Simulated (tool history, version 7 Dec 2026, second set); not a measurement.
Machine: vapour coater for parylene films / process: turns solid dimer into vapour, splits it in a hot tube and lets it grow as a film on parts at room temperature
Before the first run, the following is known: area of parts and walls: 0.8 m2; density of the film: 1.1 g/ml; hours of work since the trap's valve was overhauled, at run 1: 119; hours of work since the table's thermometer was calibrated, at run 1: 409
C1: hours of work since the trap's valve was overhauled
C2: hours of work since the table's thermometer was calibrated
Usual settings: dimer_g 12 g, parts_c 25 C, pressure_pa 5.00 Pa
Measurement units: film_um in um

run 1 hour=0.0 | dimer_g=12 parts_c=25 pressure_pa=5.00 | C1=119 C2=409 | film_um=10.23
run 2 hour=17.9 | dimer_g=12 parts_c=25 pressure_pa=5.00 | C1=127 C2=418 | film_um=10.13
run 3 hour=33.1 | dimer_g=22 parts_c=25 pressure_pa=5.00 | C1=134 C2=425 | film_um=18.65
run 4 hour=50.7 | dimer_g=22 parts_c=25 pressure_pa=5.00 | C1=143 C2=433 | film_um=18.42
run 5 hour=60.0 | dimer_g=22 parts_c=25 pressure_pa=5.00 | C1=147 C2=438 | film_um=18.67
run 6 hour=80.0 | dimer_g=22 parts_c=25 pressure_pa=5.00 | C1=157 C2=447 | film_um=18.67
run 7 hour=98.7 | dimer_g=13 parts_c=25 pressure_pa=5.00 | C1=166 C2=456 | film_um=10.98
run 8 hour=115.2 | dimer_g=13 parts_c=25 pressure_pa=5.00 | C1=173 C2=464 | film_um=10.98
run 9 hour=124.6 | dimer_g=13 parts_c=25 pressure_pa=5.00 | C1=178 C2=468 | film_um=11.10
run 10 hour=138.3 | dimer_g=13 parts_c=25 pressure_pa=5.00 | C1=184 C2=475 | film_um=10.94
run 11 hour=149.0 | dimer_g=7 parts_c=25 pressure_pa=5.00 | C1=189 C2=480 | film_um=5.90
run 12 hour=166.0 | dimer_g=12 parts_c=25 pressure_pa=5.00 | C1=197 C2=488 | film_um=10.18
run 13 hour=183.9 | dimer_g=12 parts_c=25 pressure_pa=5.00 | C1=206 C2=496 | film_um=10.11
run 14 hour=194.1 | dimer_g=12 parts_c=25 pressure_pa=5.00 | C1=211 C2=501 | film_um=10.16
run 15 hour=215.5 | dimer_g=12 parts_c=25 pressure_pa=5.00 | C1=221 C2=511 | film_um=9.99
run 16 hour=226.8 | dimer_g=12 parts_c=25 pressure_pa=5.00 | C1=226 C2=517 | film_um=10.11
run 17 hour=240.3 | dimer_g=12 parts_c=25 pressure_pa=5.00 | C1=233 C2=523 | film_um=10.08
run 18 hour=256.8 | dimer_g=12 parts_c=25 pressure_pa=5.00 | C1=240 C2=531 | film_um=10.08
run 19 hour=268.5 | dimer_g=12 parts_c=18 pressure_pa=5.00 | C1=246 C2=536 | film_um=12.17
run 20 hour=277.5 | dimer_g=12 parts_c=18 pressure_pa=5.00 | C1=250 C2=541 | film_um=12.03
run 21 hour=298.9 | dimer_g=12 parts_c=25 pressure_pa=5.00 | C1=260 C2=551 | film_um=9.95
run 22 hour=312.6 | dimer_g=14 parts_c=25 pressure_pa=5.00 | C1=267 C2=557 | film_um=11.60
run 23 hour=332.7 | dimer_g=12 parts_c=25 pressure_pa=5.00 | C1=276 C2=567 | film_um=10.05
run 24 hour=349.1 | dimer_g=7 parts_c=23 pressure_pa=5.27 | C1=284 C2=575 | film_um=6.03
run 25 hour=364.6 | dimer_g=7 parts_c=29 pressure_pa=5.27 | C1=291 C2=582 | film_um=5.13
run 26 hour=374.4 | dimer_g=11 parts_c=25 pressure_pa=3.70 | C1=296 C2=587 | film_um=9.91
run 27 hour=387.0 | dimer_g=8 parts_c=22 pressure_pa=5.19 | C1=302 C2=593 | film_um=7.05
run 28 hour=401.3 | dimer_g=11 parts_c=22 pressure_pa=6.40 | C1=309 C2=599 | film_um=9.24
run 29 hour=413.5 | dimer_g=18 parts_c=22 pressure_pa=6.59 | C1=315 C2=605 | film_um=15.14
run 30 hour=432.8 | dimer_g=20 parts_c=33 pressure_pa=4.45 | C1=324 C2=614 | film_um=13.64
run 31 hour=449.3 | dimer_g=8 parts_c=37 pressure_pa=5.71 | C1=332 C2=622 | film_um=4.66
run 32 hour=462.5 | dimer_g=5 parts_c=25 pressure_pa=5.00 | C1=338 C2=628 | film_um=4.13
run 33 hour=476.9 | dimer_g=16 parts_c=33 pressure_pa=2.97 | C1=345 C2=635 | film_um=11.91
run 34 hour=487.9 | dimer_g=20 parts_c=25 pressure_pa=5.00 | C1=350 C2=640 | film_um=16.62
run 35 hour=503.7 | dimer_g=12 parts_c=21 pressure_pa=5.00 | C1=357 C2=648 | film_um=11.00
run 36 hour=520.1 | dimer_g=12 parts_c=21 pressure_pa=5.00 | C1=365 C2=656 | film_um=10.97
run 37 hour=534.6 | dimer_g=6 parts_c=25 pressure_pa=7.85 | C1=372 C2=663 | film_um=4.45
run 38 hour=556.5 | dimer_g=8 parts_c=26 pressure_pa=5.43 | C1=382 C2=673 | film_um=6.21
run 39 hour=573.3 | dimer_g=9 parts_c=26 pressure_pa=10.66 | C1=390 C2=681 | film_um=5.91
run 40 hour=586.3 | dimer_g=12 parts_c=18 pressure_pa=7.08 | C1=396 C2=687 | film_um=10.93
run 41 hour=596.9 | dimer_g=12 parts_c=27 pressure_pa=8.59 | C1=402 C2=692 | film_um=8.21
run 42 hour=611.4 | dimer_g=12 parts_c=25 pressure_pa=5.00 | C1=408 C2=699 | film_um=9.86
run 43 hour=628.5 | dimer_g=12 parts_c=22 pressure_pa=9.15 | C1=416 C2=707 | film_um=9.22
run 44 hour=648.2 | dimer_g=15 parts_c=21 pressure_pa=3.01 | C1=426 C2=716 | film_um=15.13
run 45 hour=667.0 | dimer_g=15 parts_c=21 pressure_pa=3.01 | C1=435 C2=725 | film_um=15.03
run 46 hour=688.5 | dimer_g=6 parts_c=22 pressure_pa=2.93 | C1=445 C2=735 | film_um=6.07

3 ways to go on from here, each from the tool as it stands after run 46. What would each give?
run A hour=703.7 | dimer_g=7 parts_c=20 pressure_pa=2.50 | C1=452 C2=743 | film_um=?
run B hour=703.7 | dimer_g=12 parts_c=25 pressure_pa=2.25 | C1=452 C2=743 | film_um=?
run C hour=703.7 | dimer_g=8 parts_c=34 pressure_pa=5.00 | C1=452 C2=743 | film_um=?

run=A film_um=7.13
run=B film_um=11.51
run=C film_um=5.10
With the hidden condition removed and each run's random variation left untouched, the same runs would have given:
run=A film_um=7.64
run=B film_um=12.43
run=C film_um=5.51

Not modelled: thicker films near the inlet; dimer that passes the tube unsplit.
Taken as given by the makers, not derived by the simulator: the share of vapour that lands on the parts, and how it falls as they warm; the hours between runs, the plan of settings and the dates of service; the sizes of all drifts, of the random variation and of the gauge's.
